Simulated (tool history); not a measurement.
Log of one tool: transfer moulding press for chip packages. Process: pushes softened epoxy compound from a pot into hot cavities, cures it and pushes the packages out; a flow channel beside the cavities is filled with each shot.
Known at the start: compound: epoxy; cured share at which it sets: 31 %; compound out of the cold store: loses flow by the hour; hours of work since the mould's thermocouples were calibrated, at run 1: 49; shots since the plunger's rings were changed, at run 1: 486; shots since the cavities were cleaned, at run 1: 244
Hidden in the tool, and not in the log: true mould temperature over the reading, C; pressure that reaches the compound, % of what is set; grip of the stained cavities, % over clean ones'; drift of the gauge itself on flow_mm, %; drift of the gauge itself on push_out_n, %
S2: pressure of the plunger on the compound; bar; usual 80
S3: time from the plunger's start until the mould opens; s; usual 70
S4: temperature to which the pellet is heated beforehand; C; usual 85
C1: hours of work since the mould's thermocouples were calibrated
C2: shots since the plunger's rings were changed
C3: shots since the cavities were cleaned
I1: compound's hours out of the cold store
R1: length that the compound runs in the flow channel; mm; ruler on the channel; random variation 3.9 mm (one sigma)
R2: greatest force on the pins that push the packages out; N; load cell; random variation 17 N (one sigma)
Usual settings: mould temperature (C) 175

run 1 hour=0 | mould_temperature_(C)=175 S2=80 S3=70 S4=85 | C1=49 C2=486 C3=244 | I1=14 | R1=561 R2=999
run 2 hour=5.9 | mould_temperature_(C)=175 S2=80 S3=70 S4=85 | C1=53 C2=572 C3=330 | I1=37.5 | R1=469 R2=918
run 3 hour=17.1 | mould_temperature_(C)=175 S2=88.9 S3=70 S4=85 | C1=61 C2=736 C3=494 | I1=33.5 | R1=510 R2=1031
run 4 hour=28.6 | mould_temperature_(C)=178 S2=88.9 S3=70 S4=85 | C1=69 C2=904 C3=662 | I1=34 | R1=509 R2=862
run 5 hour=34.1 | mould_temperature_(C)=182 S2=80 S3=70 S4=85 | C1=73 C2=983 C3=741 | I1=18.4 | R1=519 R2=738
run 6 hour=44.8 | mould_temperature_(C)=175 S2=80 S3=70 S4=85 | C1=80 C2=1139 C3=897 | I1=9.9 | R1=560 R2=1294
run 7 hour=51 | mould_temperature_(C)=175 S2=80 S3=70 S4=85 | C1=84 C2=1229 C3=987 | I1=20 | R1=519 R2=1245
run 8 hour=59.2 | mould_temperature_(C)=175 S2=80 S3=70 S4=85 | C1=90 C2=1349 C3=1107 | I1=8.1 | R1=577 R2=1361
-- hour=64.5 cavities cleaned with cleaning compound and waxed
run 9 hour=71.8 | mould_temperature_(C)=175 S2=80 S3=80 S4=85 | C1=98 C2=1512 C3=108 | I1=31.3 | R1=488 R2=639
run 10 hour=85 | mould_temperature_(C)=175 S2=80 S3=80 S4=85 | C1=107 C2=1704 C3=300 | I1=8.8 | R1=569 R2=743
run 11 hour=95.9 | mould_temperature_(C)=175 S2=80 S3=80 S4=85 | C1=115 C2=1864 C3=460 | I1=34.5 | R1=467 R2=710
run 12 hour=103.1 | mould_temperature_(C)=175 S2=80 S3=80 S4=85 | C1=119 C2=1967 C3=563 | I1=21 | R1=514 R2=797
run 13 hour=114.3 | mould_temperature_(C)=175 S2=80 S3=70 S4=85 | C1=127 C2=2131 C3=727 | I1=28.8 | R1=488 R2=1119
run 14 hour=125.9 | mould_temperature_(C)=175 S2=80 S3=70 S4=85 | C1=135 C2=2301 C3=897 | I1=35.8 | R1=463 R2=1102
run 15 hour=138.1 | mould_temperature_(C)=175 S2=80 S3=70 S4=85 | C1=144 C2=2478 C3=1074 | I1=16.8 | R1=524 R2=1218
-- hour=145.7 cavities cleaned with cleaning compound and waxed
run 16 hour=151 | mould_temperature_(C)=175 S2=80 S3=70 S4=85 | C1=152 C2=2645 C3=77 | I1=31.7 | R1=480 R2=811
-- hour=159.2 plunger's sealing rings changed
run 17 hour=165 | mould_temperature_(C)=167 S2=69.7 S3=68 S4=79 | C1=160 C2=85 C3=245 | I1=16.7 | R1=528 R2=1845
run 18 hour=173.1 | mould_temperature_(C)=170 S2=61.9 S3=63 S4=92 | C1=165 C2=203 C3=363 | I1=24.6 | R1=464 R2=1678
run 19 hour=180.9 | mould_temperature_(C)=170 S2=61.9 S3=63 S4=92 | C1=171 C2=316 C3=476 | I1=27.6 | R1=449 R2=1798
run 20 hour=193.4 | mould_temperature_(C)=170 S2=61.9 S3=63 S4=92 | C1=179 C2=499 C3=659 | I1=37.7 | R1=426 R2=1787
run 21 hour=199.6 | mould_temperature_(C)=173 S2=61.9 S3=63 S4=92 | C1=184 C2=589 C3=749 | I1=29.9 | R1=440 R2=1595
run 22 hour=206.3 | mould_temperature_(C)=171 S2=80 S3=70 S4=86 | C1=188 C2=687 C3=847 | I1=23.6 | R1=528 R2=1532
run 23 hour=218.9 | mould_temperature_(C)=179 S2=92.5 S3=70 S4=86 | C1=197 C2=871 C3=1031 | I1=10.5 | R1=599 R2=915
-- hour=228.8 cavities cleaned with cleaning compound and waxed
run 24 hour=228.8 | mould_temperature_(C)=175 S2=80 S3=50 S4=80 | C1=203 C2=993 C3=1 | I1=30.2 | R1=492 R2=1770
run 25 hour=237 | mould_temperature_(C)=175 S2=80 S3=50 S4=80 | C1=208 C2=1113 C3=121 | I1=44.8 | R1=448 R2=1814
run 26 hour=242.6 | mould_temperature_(C)=177 S2=80 S3=70 S4=85 | C1=212 C2=1194 C3=202 | I1=24.9 | R1=503 R2=803
run 27 hour=253.8 | mould_temperature_(C)=181 S2=95.7 S3=109 S4=85 | C1=220 C2=1358 C3=366 | I1=38.5 | R1=497 R2=500
run 28 hour=266.9 | mould_temperature_(C)=181 S2=95.7 S3=93 S4=85 | C1=229 C2=1549 C3=557 | I1=12.8 | R1=588 R2=537
run 29 hour=275 | mould_temperature_(C)=176 S2=68.7 S3=70 S4=85 | C1=235 C2=1667 C3=675 | I1=13 | R1=509 R2=1080

Forecast each of these 4 alternatives for the next run:
run A hour=280.5 | mould_temperature_(C)=175 S2=78.1 S3=67 S4=83 | C1=238 C2=1747 C3=755 | I1=32.8 | R1=? R2=?
run B hour=280.5 | mould_temperature_(C)=175 S2=80 S3=58 S4=93 | C1=238 C2=1747 C3=755 | I1=27.3 | R1=? R2=?
run C hour=280.5 | mould_temperature_(C)=175 S2=70.5 S3=70 S4=80 | C1=238 C2=1747 C3=755 | I1=13.2 | R1=? R2=?
run D hour=280.5 | mould_temperature_(C)=175 S2=80 S3=79 S4=85 | C1=238 C2=1747 C3=755 | I1=14.8 | R1=? R2=?

run=A R1=471 R2=1144
run=B R1=494 R2=1739
run=C R1=516 R2=1231
run=D R1=534 R2=815
Without the tool's hidden state the same runs would have given:
run=A R1=490 R2=866
run=B R1=513 R2=1308
run=C R1=536 R2=936
run=D R1=555 R2=618

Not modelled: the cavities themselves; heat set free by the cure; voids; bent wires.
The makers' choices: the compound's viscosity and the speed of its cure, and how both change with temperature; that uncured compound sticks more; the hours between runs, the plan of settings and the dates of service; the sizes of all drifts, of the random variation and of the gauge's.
